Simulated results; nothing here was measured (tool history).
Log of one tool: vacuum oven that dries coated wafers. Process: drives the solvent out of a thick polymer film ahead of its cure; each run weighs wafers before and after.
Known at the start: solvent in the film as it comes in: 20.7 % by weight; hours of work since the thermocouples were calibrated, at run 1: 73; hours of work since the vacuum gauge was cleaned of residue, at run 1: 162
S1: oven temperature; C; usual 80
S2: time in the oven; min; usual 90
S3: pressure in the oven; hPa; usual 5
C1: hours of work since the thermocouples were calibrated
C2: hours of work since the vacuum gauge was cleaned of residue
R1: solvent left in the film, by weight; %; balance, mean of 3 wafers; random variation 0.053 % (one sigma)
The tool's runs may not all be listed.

run 1 hour=0 | S1=80 S2=90 S3=5 | C1=73 C2=162 | R1=1.6
run 2 hour=98.6 | S1=80 S2=106 S3=5 | C1=143 C2=232 | R1=0.97
run 3 hour=160.8 | S1=80 S2=106 S3=5 | C1=187 C2=276 | R1=1.08
run 4 hour=260.5 | S1=80 S2=106 S3=5 | C1=258 C2=347 | R1=0.96
run 5 hour=356 | S1=80 S2=106 S3=5 | C1=326 C2=415 | R1=1.09
run 6 hour=409.6 | S1=80 S2=106 S3=5 | C1=364 C2=453 | R1=1.08
run 7 hour=455.6 | S1=80 S2=106 S3=5 | C1=397 C2=486 | R1=1
run 8 hour=509.7 | S1=80 S2=106 S3=5 | C1=435 C2=524 | R1=1
run 9 hour=570.9 | S1=80 S2=106 S3=5 | C1=479 C2=568 | R1=1.12
run 10 hour=627.2 | S1=80 S2=56 S3=5 | C1=519 C2=608 | R1=3.45
run 11 hour=709.2 | S1=80 S2=88 S3=6.18 | C1=577 C2=666 | R1=1.48
run 12 hour=793.6 | S1=80 S2=88 S3=6.18 | C1=637 C2=726 | R1=1.57
run 13 hour=857.7 | S1=69 S2=109 S3=6.68 | C1=683 C2=772 | R1=4.97
run 14 hour=946.2 | S1=88 S2=59 S3=5 | C1=746 C2=835 | R1=0.77
-- hour=953.2 vacuum gauge cleaned of residue and calibrated
run 15 hour=1003.2 | S1=88 S2=52 S3=5 | C1=785 C2=36 | R1=1.1
run 16 hour=1091.1 | S1=88 S2=52 S3=5 | C1=848 C2=98 | R1=1.09
-- hour=1148.7 vacuum gauge cleaned of residue and calibrated, once more
run 17 hour=1148.7 | S1=78 S2=52 S3=5 | C1=888 C2=0 | R1=4.61
run 18 hour=1223.3 | S1=82 S2=90 S3=8.62 | C1=941 C2=53 | R1=0.93
run 19 hour=1318.4 | S1=93 S2=90 S3=18.51 | C1=1008 C2=121 | R1=0.34
run 20 hour=1371.4 | S1=93 S2=90 S3=18.51 | C1=1046 C2=158 | R1=0.3

Forecast each of these 3 alternatives for the next run:
run A hour=1419.5 | S1=86 S2=90 S3=5 | C1=1080 C2=193 | R1=?
run B hour=1419.5 | S1=82 S2=90 S3=18.51 | C1=1080 C2=193 | R1=?
run C hour=1419.5 | S1=77 S2=90 S3=5.18 | C1=1080 C2=193 | R1=?

run=A R1=0.26
run=B R1=1.15
run=C R1=2.2
Without the tool's hidden state the same runs would have given:
run=A R1=0.39
run=B R1=1.45
run=C R1=2.73
